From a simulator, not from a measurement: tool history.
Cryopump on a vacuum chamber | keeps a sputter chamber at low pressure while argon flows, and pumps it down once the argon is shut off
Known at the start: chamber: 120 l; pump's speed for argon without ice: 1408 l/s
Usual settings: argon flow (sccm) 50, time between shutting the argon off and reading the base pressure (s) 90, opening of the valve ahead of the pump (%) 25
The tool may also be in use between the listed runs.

run   hour  argon flow (sccm)  time between shutting the argon off and reading the base pressure (s)  opening of the valve ahead of the pump (%)  pressure while argon flows (Pa)  pressure after the wait (uPa)
  1      0                 50                                                                     90                                          25                           0.2441                            2.9
  2   95.8                 50                                                                    237                                          25                           0.2473                           2.42
  3    180                 50                                                                    237                                          25                           0.2466                            2.6
  4  218.9                 50                                                                    237                                          25                           0.2461                           2.62
  5  298.9                 50                                                                    237                                          25                           0.2478                            2.7
  6  354.4                 50                                                                    237                                          25                           0.2491                           2.74
  7  436.5                 50                                                                    237                                          25                            0.249                           2.75
  8  475.8                 50                                                                     31                                          17                           0.3628                           4.71
  9  559.4                 73                                                                     29                                          17                            0.529                           4.87
 10  615.5                 73                                                                     29                                          17                           0.5297                           4.88
 11  705.7                 73                                                                     29                                          17                           0.5258                           4.96
 12  765.1                 73                                                                     29                                          17                           0.5328                           5.09

Measured less the same run without the tool's hidden state. The same run-to-run variation is in both; the gauge's scatter may not be:
The hidden state here: pump's speed, % of a pump's without ice; cold plate's temperature, K; leak into the chamber, uPa l/s; drift of the gauge itself on working_pa, %; drift of the gauge itself on base_upa, %.
run  pressure while argon flows (Pa)  pressure after the wait (uPa)
  1                          +0.0041                          +1.98
  2                          +0.0051                          +1.97
  3                           +0.006                           +2.1
  4                          +0.0064                           +2.1
  5                          +0.0073                          +2.21
  6                          +0.0081                          +2.24
  7                          +0.0089                          +2.26
  8                          +0.0095                          +2.33
  9                          +0.0153                          +2.38
 10                          +0.0163                          +2.42
 11                          +0.0177                          +2.49
 12                          +0.0192                          +2.58

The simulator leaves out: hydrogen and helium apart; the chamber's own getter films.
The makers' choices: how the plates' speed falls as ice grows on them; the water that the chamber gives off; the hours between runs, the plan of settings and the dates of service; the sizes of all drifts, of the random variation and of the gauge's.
